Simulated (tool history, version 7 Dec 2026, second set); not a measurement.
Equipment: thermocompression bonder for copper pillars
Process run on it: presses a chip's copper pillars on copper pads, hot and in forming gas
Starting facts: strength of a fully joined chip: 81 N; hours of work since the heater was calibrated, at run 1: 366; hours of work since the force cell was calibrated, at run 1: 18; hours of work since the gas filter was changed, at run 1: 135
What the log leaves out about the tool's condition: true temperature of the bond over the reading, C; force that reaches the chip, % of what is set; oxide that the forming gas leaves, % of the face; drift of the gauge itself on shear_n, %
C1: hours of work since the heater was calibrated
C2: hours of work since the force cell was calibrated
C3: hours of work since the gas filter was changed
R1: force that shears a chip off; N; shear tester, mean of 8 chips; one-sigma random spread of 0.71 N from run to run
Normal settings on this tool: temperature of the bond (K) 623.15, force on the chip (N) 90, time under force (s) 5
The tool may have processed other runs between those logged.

run 1 hour=0 | temperature_of_the_bond_(K)=623.15 force_on_the_chip_(N)=90 time_under_force_(s)=5 | C1=366 C2=18 C3=135 | R1=49.6
run 2 hour=8.2 | temperature_of_the_bond_(K)=623.15 force_on_the_chip_(N)=90 time_under_force_(s)=5 | C1=372 C2=24 C3=141 | R1=51
run 3 hour=18.6 | temperature_of_the_bond_(K)=623.15 force_on_the_chip_(N)=90 time_under_force_(s)=5 | C1=379 C2=31 C3=148 | R1=49.1
run 4 hour=29.2 | temperature_of_the_bond_(K)=623.15 force_on_the_chip_(N)=90 time_under_force_(s)=5 | C1=386 C2=39 C3=156 | R1=50.6
run 5 hour=39.4 | temperature_of_the_bond_(K)=623.15 force_on_the_chip_(N)=90 time_under_force_(s)=5 | C1=393 C2=46 C3=163 | R1=49
run 6 hour=46.3 | temperature_of_the_bond_(K)=623.15 force_on_the_chip_(N)=90 time_under_force_(s)=5 | C1=398 C2=51 C3=168 | R1=49
run 7 hour=54.8 | temperature_of_the_bond_(K)=623.15 force_on_the_chip_(N)=90 time_under_force_(s)=5 | C1=404 C2=56 C3=174 | R1=50.5
run 8 hour=63.4 | temperature_of_the_bond_(K)=623.15 force_on_the_chip_(N)=90 time_under_force_(s)=5 | C1=410 C2=62 C3=180 | R1=51.1
run 9 hour=73.7 | temperature_of_the_bond_(K)=638.15 force_on_the_chip_(N)=90 time_under_force_(s)=5 | C1=417 C2=70 C3=187 | R1=54.6
run 10 hour=79.4 | temperature_of_the_bond_(K)=638.15 force_on_the_chip_(N)=126 time_under_force_(s)=5 | C1=421 C2=74 C3=191 | R1=61.6
run 11 hour=87.2 | temperature_of_the_bond_(K)=634.15 force_on_the_chip_(N)=66 time_under_force_(s)=11 | C1=427 C2=79 C3=196 | R1=56
run 12 hour=96.3 | temperature_of_the_bond_(K)=634.15 force_on_the_chip_(N)=66 time_under_force_(s)=11 | C1=433 C2=85 C3=203 | R1=56.4
run 13 hour=106.5 | temperature_of_the_bond_(K)=623.15 force_on_the_chip_(N)=90 time_under_force_(s)=7 | C1=440 C2=92 C3=210 | R1=54.2
run 14 hour=113.1 | temperature_of_the_bond_(K)=649.15 force_on_the_chip_(N)=93 time_under_force_(s)=4 | C1=445 C2=97 C3=214 | R1=54.3
run 15 hour=124.7 | temperature_of_the_bond_(K)=623.15 force_on_the_chip_(N)=77 time_under_force_(s)=5 | C1=453 C2=105 C3=222 | R1=45.3
run 16 hour=134.1 | temperature_of_the_bond_(K)=623.15 force_on_the_chip_(N)=77 time_under_force_(s)=5 | C1=459 C2=112 C3=229 | R1=46.3
run 17 hour=142.1 | temperature_of_the_bond_(K)=623.15 force_on_the_chip_(N)=63 time_under_force_(s)=13 | C1=465 C2=117 C3=234 | R1=55

Per-run results on a tool with no hidden state, each run keeping its own random variation:
run=1 R1=50.5
run=2 R1=52
run=3 R1=50.1
run=4 R1=51.7
run=5 R1=50.2
run=6 R1=50.2
run=7 R1=51.8
run=8 R1=52.6
run=9 R1=56.4
run=10 R1=63.8
run=11 R1=58
run=12 R1=58.4
run=13 R1=56.1
run=14 R1=56.4
run=15 R1=46.9
run=16 R1=48
run=17 R1=57.3
